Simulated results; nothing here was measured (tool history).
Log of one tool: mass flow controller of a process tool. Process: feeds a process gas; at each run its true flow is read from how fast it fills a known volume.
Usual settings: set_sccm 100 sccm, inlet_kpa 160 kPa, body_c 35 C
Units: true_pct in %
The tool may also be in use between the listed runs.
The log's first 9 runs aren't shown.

run,hour,set_sccm,inlet_kpa,body_c,true_pct
10,1871,100,160,35,98.01
11,2112.9,100,160,35,97.74
12,2405,100,160,35,97.67
13,2560.1,100,160,35,97.57
14,2724.3,100,160,35,97.71
15,2981.4,100,160,35,97.58
16,3289.9,100,239,35,96.95
17,3469,100,239,35,97.06
18,3642.9,31,201,31,96.29
19,3941,40,149,40,96.35
20,4245.2,40,149,40,96.17
21,4478,60,159,38,96.38
22,4626.3,100,172,35,96.99
23,4785.8,100,160,34,97.03
24,5101.3,100,160,34,96.93
25,5252.4,100,160,34,96.91
26,5499.5,52,220,23,95.86
27,5681.4,52,220,23,95.96
28,5950.5,20,178,25,95.72
29,6093.3,20,178,25,95.53
30,6276,20,178,25,95.66
31,6466.5,55,188,40,95.43

Run 32 comes next. What will it give?
32,6776.9,59,207,36,?

Run 32 gave true_pct 95.4 %.
Without the tool's hidden state the same run would have given true_pct 97.43 %.
